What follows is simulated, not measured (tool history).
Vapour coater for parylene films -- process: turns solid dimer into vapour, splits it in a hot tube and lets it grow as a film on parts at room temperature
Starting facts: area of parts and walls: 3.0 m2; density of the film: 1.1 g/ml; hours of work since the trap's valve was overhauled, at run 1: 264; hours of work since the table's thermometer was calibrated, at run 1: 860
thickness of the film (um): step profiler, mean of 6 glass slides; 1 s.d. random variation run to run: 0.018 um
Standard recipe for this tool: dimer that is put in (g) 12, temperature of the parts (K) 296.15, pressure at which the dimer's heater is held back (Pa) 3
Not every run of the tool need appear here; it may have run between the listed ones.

run,day,dimer that is put in (g),temperature of the parts (K),pressure at which the dimer's heater is held back (Pa),hours of work since the trap's valve was overhauled,hours of work since the table's thermometer was calibrated,thickness of the film (um)
1,0,12,296.15,3,264,860,2.21
2,0.817,12,296.15,3,281,878,2.18
3,1.612,12,306.15,3,298,895,1.77
4,2.292,12,306.15,3,312,909,1.75
5,3.462,12,306.15,3,337,934,1.77
6,4.221,12,306.15,3,353,950,1.76
7,5.212,12,306.15,3,374,971,1.74
8,6.092,12,303.15,3,393,990,1.88
9,7.142,12,303.15,3,415,1012,1.89
10,8.062,12,303.15,3,435,1031,1.89
11,8.983,14,292.15,6.11,454,1051,2.39
12,9.983,5,292.15,7,475,1072,0.83
13,11.158,5,292.15,7,500,1097,0.83
14,12.317,5,292.15,7,525,1122,0.79
15,12.921,5,292.15,7,538,1134,0.82
16,13.933,14,295.15,11.2,559,1156,1.91
17,14.45,14,295.15,11.2,570,1167,1.94
18,15.108,7,298.15,5.31,584,1181,1.06

Run 19 has not been measured yet. What should we expect?
# day 15.879: trap's valve overhauled
19,15.892,7,290.15,2.83,0,1194,?

Logged for run 19: thickness of the film (um) 1.5.
On a tool with no hidden condition, and with the same random variation, this run would have come out at thickness of the film (um) 1.5.

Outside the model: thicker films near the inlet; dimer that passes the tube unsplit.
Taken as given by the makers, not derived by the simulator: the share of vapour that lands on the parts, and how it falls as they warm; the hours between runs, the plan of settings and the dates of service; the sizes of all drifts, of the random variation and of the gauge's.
